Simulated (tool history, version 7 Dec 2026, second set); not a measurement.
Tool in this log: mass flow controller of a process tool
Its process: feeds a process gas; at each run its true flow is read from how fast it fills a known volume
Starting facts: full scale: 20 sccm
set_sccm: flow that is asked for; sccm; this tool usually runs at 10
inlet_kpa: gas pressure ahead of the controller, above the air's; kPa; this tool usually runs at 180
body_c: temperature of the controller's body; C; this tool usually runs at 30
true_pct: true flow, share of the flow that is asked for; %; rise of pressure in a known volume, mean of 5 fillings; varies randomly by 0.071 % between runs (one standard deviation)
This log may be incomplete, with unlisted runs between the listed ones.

run 1 hour=0 | set_sccm=10 inlet_kpa=180 body_c=30 | true_pct=100.03
run 2 hour=242.4 | set_sccm=10 inlet_kpa=180 body_c=30 | true_pct=100.19
run 3 hour=647.6 | set_sccm=10 inlet_kpa=180 body_c=30 | true_pct=100.24
run 4 hour=951.7 | set_sccm=10 inlet_kpa=180 body_c=32 | true_pct=100.46
run 5 hour=1354.9 | set_sccm=10 inlet_kpa=180 body_c=30 | true_pct=100.64
run 6 hour=1614.3 | set_sccm=10 inlet_kpa=180 body_c=30 | true_pct=100.73
run 7 hour=1797.6 | set_sccm=10 inlet_kpa=180 body_c=30 | true_pct=100.73
run 8 hour=2113 | set_sccm=10 inlet_kpa=180 body_c=30 | true_pct=100.93
run 9 hour=2300.6 | set_sccm=10 inlet_kpa=180 body_c=30 | true_pct=100.95
run 10 hour=2588.2 | set_sccm=10 inlet_kpa=180 body_c=23 | true_pct=100.87
run 11 hour=2828.3 | set_sccm=10 inlet_kpa=171 body_c=30 | true_pct=101.23

Forecast run 12:
-- hour=2849.9 controller's zero set anew
run 12 hour=3157 | set_sccm=7 inlet_kpa=197 body_c=35 | true_pct=?

{"run 12": {"true_pct": 101.68}}
The same run, on a tool lacking any hidden state, would have yielded true_pct 99.98 %.

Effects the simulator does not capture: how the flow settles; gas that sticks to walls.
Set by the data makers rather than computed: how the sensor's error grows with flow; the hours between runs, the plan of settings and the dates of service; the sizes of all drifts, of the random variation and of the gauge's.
